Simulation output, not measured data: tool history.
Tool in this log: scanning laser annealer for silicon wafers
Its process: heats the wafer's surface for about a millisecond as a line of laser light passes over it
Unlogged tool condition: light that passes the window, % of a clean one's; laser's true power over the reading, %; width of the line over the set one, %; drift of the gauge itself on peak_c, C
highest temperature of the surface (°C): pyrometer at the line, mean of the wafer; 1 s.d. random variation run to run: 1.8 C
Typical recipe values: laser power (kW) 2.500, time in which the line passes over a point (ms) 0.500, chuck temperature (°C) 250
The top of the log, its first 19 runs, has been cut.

run,day,laser power (kW),time in which the line passes over a point (ms),chuck temperature (°C),hours of work since the window was cleaned,hours of work since the power meter was calibrated,hours of work since the optics were aligned,highest temperature of the surface (°C)
20,22.246,2.728,0.386,255,731,39,1000,1004
21,23.421,2.728,0.526,261,744,52,1012,1120
22,24.688,2.728,0.526,261,757,65,1026,1121
# day 26.025: laser's power meter calibrated, once more
23,26.025,2.728,0.526,261,770,0,1038,1113
24,27.454,2.143,0.495,261,785,15,1054,879
25,28.142,2.143,0.495,261,792,22,1061,876
26,29.629,2.500,0.608,211,808,38,1077,1026
27,31.050,2.642,0.364,228,823,53,1092,925
28,32.042,2.441,0.500,250,833,64,1102,977
29,32.712,2.596,0.500,250,840,71,1109,1034
30,33.500,2.150,0.497,251,849,79,1117,871
31,34.362,2.150,0.497,251,858,88,1127,869
32,35.108,2.150,0.497,251,866,96,1134,871
# day 35.708: window over the wafer cleaned
33,36.304,2.308,0.508,246,6,108,1146,947

Below are 3 alternative next runs, each starting from the tool's condition after run 33. Predict each:
A,37.329,2.167,0.500,255,17,119,1157,?
B,37.329,2.321,0.357,272,17,119,1157,?
C,37.329,2.308,0.554,246,17,119,1157,?

run,highest temperature of the surface (°C)
A,900
B,879
C,978
Take away the tool's hidden state, keep each run's random variation, and the runs would have read:
run,highest temperature of the surface (°C)
A,916
B,894
C,996

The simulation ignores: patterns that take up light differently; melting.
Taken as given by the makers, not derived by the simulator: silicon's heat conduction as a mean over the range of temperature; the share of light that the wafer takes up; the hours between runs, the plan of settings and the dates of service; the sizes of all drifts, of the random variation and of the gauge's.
